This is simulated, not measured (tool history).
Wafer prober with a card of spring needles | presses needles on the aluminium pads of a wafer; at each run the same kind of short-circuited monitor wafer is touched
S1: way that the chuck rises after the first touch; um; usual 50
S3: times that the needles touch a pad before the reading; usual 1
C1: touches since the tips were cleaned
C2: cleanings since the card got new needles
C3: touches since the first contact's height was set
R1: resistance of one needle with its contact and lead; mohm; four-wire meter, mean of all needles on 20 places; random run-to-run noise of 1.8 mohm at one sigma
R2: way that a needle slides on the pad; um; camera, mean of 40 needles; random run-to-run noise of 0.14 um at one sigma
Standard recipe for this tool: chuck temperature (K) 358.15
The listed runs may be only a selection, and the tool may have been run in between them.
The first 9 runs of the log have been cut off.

-- day=3.800 tips cleaned on abrasive film
-- day=4.221 tips cleaned on abrasive film
run 10 day=4.225 | S1=50 chuck_temperature_(K)=358.15 S3=1 | C1=58 C2=40 C3=131884 | R1=182 R2=12.44
run 11 day=4.554 | S1=50 chuck_temperature_(K)=358.15 S3=1 | C1=2517 C2=40 C3=134343 | R1=190 R2=12.16
-- day=4.629 tips cleaned on abrasive film
run 12 day=4.875 | S1=50 chuck_temperature_(K)=358.15 S3=1 | C1=1839 C2=41 C3=136730 | R1=187 R2=12.35
-- day=5.058 tips cleaned on abrasive film
run 13 day=5.250 | S1=50 chuck_temperature_(K)=358.15 S3=1 | C1=1435 C2=42 C3=139532 | R1=188 R2=12.52
-- day=5.488 tips cleaned on abrasive film
-- day=5.662 height of the first contact set anew
run 14 day=5.800 | S1=50 chuck_temperature_(K)=358.15 S3=1 | C1=2272 C2=43 C3=1043 | R1=186 R2=12.33
-- day=5.900 tips cleaned on abrasive film
-- day=6.325 tips cleaned on abrasive film
run 15 day=6.396 | S1=50 chuck_temperature_(K)=300.15 S3=1 | C1=522 C2=45 C3=5455 | R1=175 R2=12.46
-- day=6.733 tips cleaned on abrasive film
run 16 day=6.983 | S1=50 chuck_temperature_(K)=300.15 S3=1 | C1=1890 C2=46 C3=9866 | R1=179 R2=12.01
-- day=7.142 tips cleaned on abrasive film
run 17 day=7.500 | S1=50 chuck_temperature_(K)=300.15 S3=1 | C1=2690 C2=47 C3=13708 | R1=178 R2=12.22
-- day=7.546 tips cleaned on abrasive film
run 18 day=7.833 | S1=50 chuck_temperature_(K)=303.15 S3=1 | C1=2161 C2=48 C3=16199 | R1=175 R2=12.25
-- day=7.958 tips cleaned on abrasive film
run 19 day=8.142 | S1=50 chuck_temperature_(K)=303.15 S3=1 | C1=1368 C2=49 C3=18482 | R1=175 R2=12.26
-- day=8.400 tips cleaned on abrasive film
run 20 day=8.733 | S1=50 chuck_temperature_(K)=333.15 S3=1 | C1=2513 C2=50 C3=22913 | R1=185 R2=12.37
-- day=8.829 tips cleaned on abrasive film
run 21 day=9.046 | S1=50 chuck_temperature_(K)=333.15 S3=1 | C1=1625 C2=51 C3=25236 | R1=184 R2=12.21
-- day=9.267 tips cleaned on abrasive film
run 22 day=9.450 | S1=34 chuck_temperature_(K)=317.15 S3=1 | C1=1397 C2=52 C3=28256 | R1=188 R2=8.34
-- day=9.692 tips cleaned on abrasive film
run 23 day=9.854 | S1=50 chuck_temperature_(K)=298.15 S3=1 | C1=1220 C2=53 C3=31261 | R1=177 R2=12.40
-- day=10.092 tips cleaned on abrasive film
run 24 day=10.133 | S1=50 chuck_temperature_(K)=298.15 S3=1 | C1=302 C2=54 C3=33331 | R1=175 R2=12.31
-- day=10.529 tips cleaned on abrasive film
run 25 day=10.575 | S1=49 chuck_temperature_(K)=302.15 S3=1 | C1=356 C2=55 C3=36637 | R1=179 R2=12.13
-- day=10.938 tips cleaned on abrasive film
run 26 day=11.083 | S1=32 chuck_temperature_(K)=312.15 S3=3 | C1=1124 C2=56 C3=40443 | R1=187 R2=7.77
-- day=11.354 tips cleaned on abrasive film
run 27 day=11.429 | S1=32 chuck_temperature_(K)=312.15 S3=3 | C1=580 C2=57 C3=43014 | R1=186 R2=8.02
run 28 day=11.746 | S1=35 chuck_temperature_(K)=348.15 S3=2 | C1=2973 C2=57 C3=45407 | R1=194 R2=8.55
-- day=11.796 tips cleaned on abrasive film
run 29 day=12.112 | S1=35 chuck_temperature_(K)=305.15 S3=1 | C1=2376 C2=58 C3=48126 | R1=185 R2=8.62
-- day=12.225 tips cleaned on abrasive film
run 30 day=12.442 | S1=35 chuck_temperature_(K)=305.15 S3=1 | C1=1620 C2=59 C3=50563 | R1=186 R2=8.60
-- day=12.646 tips cleaned on abrasive film
run 31 day=12.896 | S1=35 chuck_temperature_(K)=366.15 S3=1 | C1=1879 C2=60 C3=53966 | R1=198 R2=8.75
-- day=13.096 tips cleaned on abrasive film
run 32 day=13.246 | S1=35 chuck_temperature_(K)=366.15 S3=1 | C1=1130 C2=61 C3=56565 | R1=197 R2=8.75
-- day=13.517 tips cleaned on abrasive film
run 33 day=13.762 | S1=67 chuck_temperature_(K)=331.15 S3=1 | C1=1841 C2=62 C3=60427 | R1=176 R2=16.29

Forecast each of these 3 alternatives for the next run:
-- day=13.942 tips cleaned on abrasive film
run A day=14.075 | S1=46 chuck_temperature_(K)=332.15 S3=1 | C1=987 C2=63 C3=62740 | R1=? R2=?
-- day=13.942 tips cleaned on abrasive film
run B day=14.075 | S1=31 chuck_temperature_(K)=331.15 S3=1 | C1=987 C2=63 C3=62740 | R1=? R2=?
-- day=13.942 tips cleaned on abrasive film
run C day=14.075 | S1=33 chuck_temperature_(K)=331.15 S3=3 | C1=987 C2=63 C3=62740 | R1=? R2=?

run=A R1=185 R2=11.35
run=B R1=194 R2=7.76
run=C R1=191 R2=8.04
Stripped of hidden state, with their random variation kept, the same runs would have yielded:
run=A R1=185 R2=11.35
run=B R1=194 R2=7.77
run=C R1=191 R2=8.04
